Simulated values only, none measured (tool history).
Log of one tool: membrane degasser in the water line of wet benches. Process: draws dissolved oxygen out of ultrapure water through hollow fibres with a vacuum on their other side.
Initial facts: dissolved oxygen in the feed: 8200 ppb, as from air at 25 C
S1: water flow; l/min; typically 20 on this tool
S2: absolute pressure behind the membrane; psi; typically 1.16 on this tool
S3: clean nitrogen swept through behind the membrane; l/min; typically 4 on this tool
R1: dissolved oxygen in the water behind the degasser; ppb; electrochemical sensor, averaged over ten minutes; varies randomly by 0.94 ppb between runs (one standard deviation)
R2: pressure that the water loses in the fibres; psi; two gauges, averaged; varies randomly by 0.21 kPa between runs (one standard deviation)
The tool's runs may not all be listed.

| run | hour | S1 | S2 | S3 | R1 | R2 |
|---|---|---|---|---|---|---|
| 1 | 0 | 20 | 1.16 | 4 | 92.4 | 6.815 |
| 2 | 77.5 | 20 | 1.16 | 4 | 91.6 | 6.814 |
| 3 | 133.5 | 20 | 1.16 | 4 | 90.8 | 6.854 |
| 4 | 191.5 | 20 | 1.16 | 4 | 92.9 | 6.847 |
| 5 | 238.9 | 20 | 1.16 | 4 | 91.1 | 6.795 |
| 6 | 285.3 | 13 | 1.16 | 4 | 46.4 | 4.432 |
| 7 | 338.2 | 13 | 1.16 | 4 | 46.8 | 4.456 |
| 8 | 372.3 | 13 | 1.16 | 4 | 46.5 | 4.405 |
| 9 | 438.9 | 13 | 1.955 | 4 | 92 | 4.422 |
| 10 | 521.3 | 13 | 1.812 | 4 | 82.3 | 4.474 |
| 11 | 591.8 | 13 | 1.812 | 4 | 82.7 | 4.387 |
| 12 | 631.3 | 20 | 1.16 | 4 | 91.1 | 6.821 |
| 13 | 700.5 | 20 | 1.315 | 4 | 105.6 | 6.831 |
| 14 | 737.1 | 20 | 1.315 | 4 | 105.2 | 6.897 |
| 15 | 782.6 | 20 | 1.16 | 4 | 93 | 6.791 |
| 16 | 856 | 24 | 1.16 | 2.55 | 169.6 | 8.199 |
| 17 | 905.8 | 24 | 1.16 | 2.55 | 167 | 8.212 |
| 18 | 976.4 | 25 | 1.16 | 4.01 | 141.5 | 8.583 |
| 19 | 1051.8 | 20 | 2.683 | 4 | 220.8 | 6.859 |
| 20 | 1129 | 20 | 2.683 | 4 | 221.4 | 6.852 |
| 21 | 1192.9 | 18 | 2.026 | 8.5 | 80.2 | 6.18 |
| 22 | 1268.3 | 19 | 0.716 | 1.94 | 71.4 | 6.593 |
| 23 | 1324.9 | 20 | 1.067 | 1.97 | 137.6 | 6.844 |
|  | 1329.9 | vacuum gauge calibrated |
| 24 | 1373.4 | 20 | 1.268 | 4.47 | 94.6 | 6.882 |
| 25 | 1427.8 | 25 | 2.357 | 7.81 | 171 | 8.605 |
| 26 | 1488.9 | 14 | 1.872 | 4 | 95.7 | 4.821 |
| 27 | 1569 | 19 | 2.595 | 6.11 | 141.5 | 6.511 |
| 28 | 1644 | 19 | 2.595 | 6.11 | 141.6 | 6.531 |
| 29 | 1681.6 | 19 | 2.595 | 6.11 | 141.9 | 6.559 |
| 30 | 1754.2 | 14 | 1.688 | 4 | 83.6 | 4.795 |

The logged runs with the hidden state left out (each run's random variation unchanged):
Hidden state at play: membrane still open, %; true pressure behind the membrane over the reading, kPa; air that leaks in behind the membrane, l/min; drift of the gauge itself on oxygen_ppb, %; drift of the gauge itself on loss_of_pressure_kpa, %.
| run | R1 | R2 |
|---|---|---|
| 1 | 89.5 | 6.786 |
| 2 | 88.5 | 6.781 |
| 3 | 87.6 | 6.82 |
| 4 | 89.5 | 6.808 |
| 5 | 87.7 | 6.754 |
| 6 | 44.1 | 4.405 |
| 7 | 44.4 | 4.425 |
| 8 | 44.1 | 4.374 |
| 9 | 88.1 | 4.39 |
| 10 | 78.6 | 4.438 |
| 11 | 78.9 | 4.35 |
| 12 | 86.9 | 6.762 |
| 13 | 101 | 6.767 |
| 14 | 100.5 | 6.831 |
| 15 | 88.4 | 6.722 |
| 16 | 162.2 | 8.113 |
| 17 | 159.5 | 8.124 |
| 18 | 134.7 | 8.486 |
| 19 | 212.8 | 6.778 |
| 20 | 213.2 | 6.767 |
| 21 | 76.1 | 6.1 |
| 22 | 65.2 | 6.506 |
| 23 | 129.7 | 6.75 |
| 24 | 90.4 | 6.785 |
| 25 | 164.1 | 8.482 |
| 26 | 91.4 | 4.75 |
| 27 | 135.7 | 6.409 |
| 28 | 135.6 | 6.428 |
| 29 | 135.8 | 6.453 |
| 30 | 79.4 | 4.715 |

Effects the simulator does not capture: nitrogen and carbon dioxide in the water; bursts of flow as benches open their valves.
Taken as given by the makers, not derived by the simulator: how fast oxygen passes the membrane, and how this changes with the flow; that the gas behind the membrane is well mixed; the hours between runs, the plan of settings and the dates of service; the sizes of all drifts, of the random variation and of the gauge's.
